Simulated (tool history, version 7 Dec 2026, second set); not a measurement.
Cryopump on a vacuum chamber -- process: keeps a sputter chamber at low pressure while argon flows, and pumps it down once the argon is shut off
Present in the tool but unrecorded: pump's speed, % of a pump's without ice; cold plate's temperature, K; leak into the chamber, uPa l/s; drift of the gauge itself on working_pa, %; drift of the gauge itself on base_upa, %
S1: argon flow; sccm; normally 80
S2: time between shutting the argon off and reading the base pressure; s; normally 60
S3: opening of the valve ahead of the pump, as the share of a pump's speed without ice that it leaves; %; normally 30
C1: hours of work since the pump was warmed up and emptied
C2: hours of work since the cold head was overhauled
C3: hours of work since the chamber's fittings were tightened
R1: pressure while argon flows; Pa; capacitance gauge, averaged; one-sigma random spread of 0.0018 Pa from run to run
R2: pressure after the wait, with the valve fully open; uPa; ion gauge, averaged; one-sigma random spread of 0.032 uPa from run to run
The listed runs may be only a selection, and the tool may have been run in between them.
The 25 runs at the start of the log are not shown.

| run | hour | S1 | S2 | S3 | C1 | C2 | C3 | R1 | R2 |
|---|---|---|---|---|---|---|---|---|---|
| 26 | 264.3 | 80 | 39 | 17 | 185 | 185 | 261 | 0.7529 | 2.6 |
| 27 | 279.5 | 80 | 39 | 17 | 194 | 194 | 270 | 0.751 | 2.63 |
| 28 | 293.1 | 80 | 39 | 17 | 203 | 203 | 278 | 0.7547 | 2.7 |
| 29 | 304.5 | 47 | 60 | 30 | 210 | 210 | 285 | 0.251 | 1.95 |
| 30 | 315.6 | 155 | 88 | 30 | 216 | 216 | 292 | 0.8311 | 1.5 |
| 31 | 323.7 | 155 | 88 | 30 | 221 | 221 | 297 | 0.8292 | 1.48 |
| 32 | 333.3 | 155 | 70 | 24 | 227 | 227 | 303 | 1.04 | 1.77 |
| 33 | 342.8 | 133 | 62 | 19 | 233 | 233 | 308 | 1.1172 | 1.93 |
| 34 | 351.2 | 93 | 38 | 19 | 238 | 238 | 313 | 0.7787 | 2.64 |

Each row is a separate what-if for the run after 34, all from the same tool condition, not one after another. Results?
| A | 362.2 | 93 | 171 | 19 | 245 | 245 | 320 | ? | ? |
| B | 362.2 | 47 | 38 | 19 | 245 | 245 | 320 | ? | ? |
| C | 362.2 | 35 | 60 | 30 | 245 | 245 | 320 | ? | ? |
| D | 362.2 | 80 | 236 | 30 | 245 | 245 | 320 | ? | ? |

| run | R1 | R2 |
|---|---|---|
| A | 0.7883 | 1.1 |
| B | 0.3962 | 2.66 |
| C | 0.188 | 1.92 |
| D | 0.4285 | 0.95 |
With no hidden state in the tool, these same runs would have given:
| run | R1 | R2 |
|---|---|---|
| A | 0.7815 | 0.77 |
| B | 0.3928 | 2.34 |
| C | 0.1854 | 1.6 |
| D | 0.4227 | 0.62 |
